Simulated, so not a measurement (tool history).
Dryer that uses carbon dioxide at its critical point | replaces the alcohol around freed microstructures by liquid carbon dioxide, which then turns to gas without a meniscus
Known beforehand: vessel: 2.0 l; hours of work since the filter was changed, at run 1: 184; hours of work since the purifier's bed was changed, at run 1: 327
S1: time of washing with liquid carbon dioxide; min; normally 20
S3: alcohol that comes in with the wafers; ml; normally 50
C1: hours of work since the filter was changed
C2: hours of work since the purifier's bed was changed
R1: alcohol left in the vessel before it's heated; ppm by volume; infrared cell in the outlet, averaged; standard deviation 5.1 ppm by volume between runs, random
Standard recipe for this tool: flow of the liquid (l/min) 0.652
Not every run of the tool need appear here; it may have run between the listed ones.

{"run": 1, "hour": 0.0, "S1": 20, "flow of the liquid (l/min)": 0.652, "S3": 50, "C1": 184, "C2": 327, "R1": 110}
{"run": 2, "hour": 11.2, "S1": 20, "flow of the liquid (l/min)": 0.652, "S3": 69, "C1": 192, "C2": 336, "R1": 124}
{"run": 3, "hour": 18.1, "S1": 20, "flow of the liquid (l/min)": 0.652, "S3": 69, "C1": 197, "C2": 341, "R1": 148}
{"run": 4, "hour": 30.4, "S1": 20, "flow of the liquid (l/min)": 0.652, "S3": 69, "C1": 206, "C2": 350, "R1": 148}
{"run": 5, "hour": 39.9, "S1": 12, "flow of the liquid (l/min)": 0.652, "S3": 69, "C1": 213, "C2": 357, "R1": 1112}
{"run": 6, "hour": 48.0, "S1": 12, "flow of the liquid (l/min)": 0.652, "S3": 69, "C1": 220, "C2": 363, "R1": 1100}
{"run": 7, "hour": 56.1, "S1": 12, "flow of the liquid (l/min)": 0.652, "S3": 69, "C1": 226, "C2": 369, "R1": 1096}
{"run": 8, "hour": 63.6, "S1": 12, "flow of the liquid (l/min)": 0.652, "S3": 69, "C1": 231, "C2": 375, "R1": 1122}
{"run": 9, "hour": 69.8, "S1": 15, "flow of the liquid (l/min)": 1.043, "S3": 23, "C1": 236, "C2": 379, "R1": 53}
{"run": 10, "hour": 75.4, "S1": 15, "flow of the liquid (l/min)": 1.043, "S3": 23, "C1": 240, "C2": 384, "R1": 59}
{"hour": 85.4, "done": "inlet filter changed"}
{"run": 11, "hour": 88.5, "S1": 15, "flow of the liquid (l/min)": 1.043, "S3": 23, "C1": 2, "C2": 393, "R1": 54}
{"run": 12, "hour": 98.3, "S1": 25, "flow of the liquid (l/min)": 0.616, "S3": 25, "C1": 10, "C2": 400, "R1": 55}
{"run": 13, "hour": 105.6, "S1": 25, "flow of the liquid (l/min)": 0.616, "S3": 25, "C1": 15, "C2": 405, "R1": 68}
{"run": 14, "hour": 117.2, "S1": 25, "flow of the liquid (l/min)": 0.616, "S3": 25, "C1": 24, "C2": 414, "R1": 58}

Each row is a separate what-if for the run after 14, all from the same tool condition, not one after another. Results?
{"run": "A", "hour": 130.8, "S1": 14, "flow of the liquid (l/min)": 0.652, "S3": 50, "C1": 34, "C2": 424, "R1": "?"}
{"run": "B", "hour": 130.8, "S1": 25, "flow of the liquid (l/min)": 0.472, "S3": 25, "C1": 34, "C2": 424, "R1": "?"}
{"run": "C", "hour": 130.8, "S1": 25, "flow of the liquid (l/min)": 0.584, "S3": 25, "C1": 34, "C2": 424, "R1": "?"}

run=A R1=395
run=B R1=104
run=C R1=58
What these runs would have given with no unlogged condition in the tool:
run=A R1=335
run=B R1=59
run=C R1=15
